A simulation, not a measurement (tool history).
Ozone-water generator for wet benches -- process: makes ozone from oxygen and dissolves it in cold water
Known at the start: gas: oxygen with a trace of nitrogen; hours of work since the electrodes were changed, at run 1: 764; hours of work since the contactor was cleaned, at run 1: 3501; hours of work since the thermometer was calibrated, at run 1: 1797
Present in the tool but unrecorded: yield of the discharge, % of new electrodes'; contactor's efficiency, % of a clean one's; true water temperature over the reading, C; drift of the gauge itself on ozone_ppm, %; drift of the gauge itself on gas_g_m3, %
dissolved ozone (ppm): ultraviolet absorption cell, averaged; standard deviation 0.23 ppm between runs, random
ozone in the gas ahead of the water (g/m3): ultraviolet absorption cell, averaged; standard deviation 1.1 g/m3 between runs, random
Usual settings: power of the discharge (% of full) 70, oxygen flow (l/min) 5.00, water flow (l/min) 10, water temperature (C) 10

run,hour,power of the discharge (% of full),oxygen flow (l/min),water flow (l/min),water temperature (C),hours of work since the electrodes were changed,hours of work since the contactor was cleaned,hours of work since the thermometer was calibrated,dissolved ozone (ppm),ozone in the gas ahead of the water (g/m3)
1,0.0,70,5.00,10,10,764,3501,1797,32.3,190.5
2,38.0,70,5.00,10,10,802,3539,1835,31.5,192.2
3,74.8,70,5.00,10,16,839,3576,1872,28.5,190.8
4,96.7,70,5.00,10,10,861,3597,1893,31.8,190.7
5,135.3,70,5.00,10,10,899,3636,1932,32.1,191.8
6,173.3,41,5.00,10,10,937,3674,1970,20.8,123.8
7,208.9,70,2.56,10,10,973,3710,2006,35.0,294.9
8,237.4,70,2.56,10,10,1001,3738,2034,34.4,297.4
9,270.3,70,2.56,10,10,1034,3771,2067,34.9,297.9
10,294.5,70,2.56,10,10,1058,3795,2091,34.8,301.4
11,318.6,70,2.56,10,10,1083,3819,2115,35.0,297.0
12,348.3,70,2.56,10,10,1112,3849,2145,34.7,296.1
13,367.0,70,2.56,10,10,1131,3868,2164,34.4,297.8
14,399.0,70,5.00,10,10,1163,3900,2196,31.6,191.7
15,437.6,70,5.00,10,10,1201,3938,2234,31.8,189.2
16,471.7,70,5.00,10,10,1236,3972,2268,31.6,187.2
17,507.3,70,5.00,10,10,1271,4008,2304,31.7,191.6
18,534.0,70,5.00,12,10,1298,4035,2331,27.2,189.8
19,553.1,57,6.32,15,10,1317,4054,2350,18.0,136.6
20,577.3,47,4.92,6,13,1341,4078,2374,30.7,138.2
21,593.2,89,3.75,15,17,1357,4094,2390,25.1,277.9
22,624.6,89,3.75,15,17,1388,4125,2421,25.0,278.4
23,645.0,62,6.88,15,7,1409,4146,2442,20.1,138.7
24,668.5,64,5.00,10,14,1432,4169,2465,27.3,176.2
25,684.3,40,3.88,9,10,1448,4185,2481,23.7,143.2
26,719.8,91,8.18,10,16,1484,4220,2516,29.5,167.0
27,750.4,91,8.18,10,16,1514,4251,2547,29.3,167.2
28,774.3,91,8.18,10,16,1538,4275,2571,29.1,165.3
29,791.7,86,2.92,9,8,1555,4292,2588,45.1,317.8
30,814.1,53,5.59,7,9,1578,4315,2611,31.8,140.0
31,846.4,53,5.59,7,9,1610,4347,2643,31.7,139.4
32,873.0,51,5.59,7,14,1637,4373,2669,27.8,136.7

3 ways to go on from here, each from the tool as it stands after run 32. What would each give?
A,902.2,58,5.00,10,18,1666,4403,2699,?,?
B,902.2,70,5.00,8,6,1666,4403,2699,?,?
C,902.2,73,7.24,11,14,1666,4403,2699,?,?

run,dissolved ozone (ppm),ozone in the gas ahead of the water (g/m3)
A,23.1,162.4
B,39.7,186.1
C,25.3,150.0
Take away the tool's hidden state, keep each run's random variation, and the runs would have read:
run,dissolved ozone (ppm),ozone in the gas ahead of the water (g/m3)
A,25.1,168.0
B,43.1,193.6
C,27.8,156.3
